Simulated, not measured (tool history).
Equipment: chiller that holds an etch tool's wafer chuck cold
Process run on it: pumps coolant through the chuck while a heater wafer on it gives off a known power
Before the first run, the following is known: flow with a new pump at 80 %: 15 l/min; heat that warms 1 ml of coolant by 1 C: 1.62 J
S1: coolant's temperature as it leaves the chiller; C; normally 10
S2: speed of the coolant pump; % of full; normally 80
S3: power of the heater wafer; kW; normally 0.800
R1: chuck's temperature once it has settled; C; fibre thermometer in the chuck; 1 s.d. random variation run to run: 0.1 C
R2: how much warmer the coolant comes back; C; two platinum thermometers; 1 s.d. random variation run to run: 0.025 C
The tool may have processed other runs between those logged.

run,hour,S1,S2,S3,R1,R2
1,0.0,10,80,0.800,17.8,2.02
2,71.1,10,80,0.800,17.6,2.05
3,123.8,10,80,0.800,17.9,2.04
4,179.8,10,80,0.800,17.9,2.07
5,251.4,10,80,0.800,17.7,2.07
6,294.1,6,80,0.800,13.9,2.06
7,364.3,17,80,0.800,24.9,2.08
8,419.4,10,80,0.800,18.0,2.09
9,492.9,10,80,0.521,15.0,1.31
10,527.8,10,80,0.521,15.1,1.35
11,605.2,10,80,0.521,15.2,1.33
12,641.2,17,80,0.521,22.2,1.38
# hour 675.9: coolant changed, channels flushed
13,700.0,1,67,0.449,5.2,1.38
14,776.3,1,67,0.449,5.2,1.42
15,848.1,15,67,0.449,19.2,1.35
16,886.3,15,67,0.449,19.4,1.35
17,941.5,15,80,1.103,24.5,2.87
18,1006.4,10,79,0.800,16.8,2.08
19,1066.0,10,65,0.422,14.2,1.35
20,1111.5,10,74,0.778,17.2,2.18
21,1180.7,5,78,0.554,9.7,1.54
22,1213.9,0,78,0.431,3.6,1.17

Below, some changes in R1 between adjacent runs. For each, the amount present without the hidden state too (settings, incoming material, random variation) and the amount remaining for the hidden state with gauge scatter not shared by both compared results:
What the log doesn't record here: heat passed by the chuck's channels, % of clean ones'; flow at a given pump speed, % of a new pump's; coolant's true temperature over the reading, C; drift of the gauge itself on chuck_c, C; drift of the gauge itself on warmer_back_c, C.
Run 8 -> 9: S3 0.800 -> 0.521. R1 -3.0 C: hidden state -0.5, all else -2.5.
Run 12 -> 13: S1 17 -> 1, S2 80 -> 67, S3 0.521 -> 0.449, coolant changed, channels flushed. R1 -17.0 C: hidden state -0.7, all else -16.3.
Run 14 -> 15: S1 1 -> 15. R1 +14.0 C: hidden state +0.0, all else +14.0.
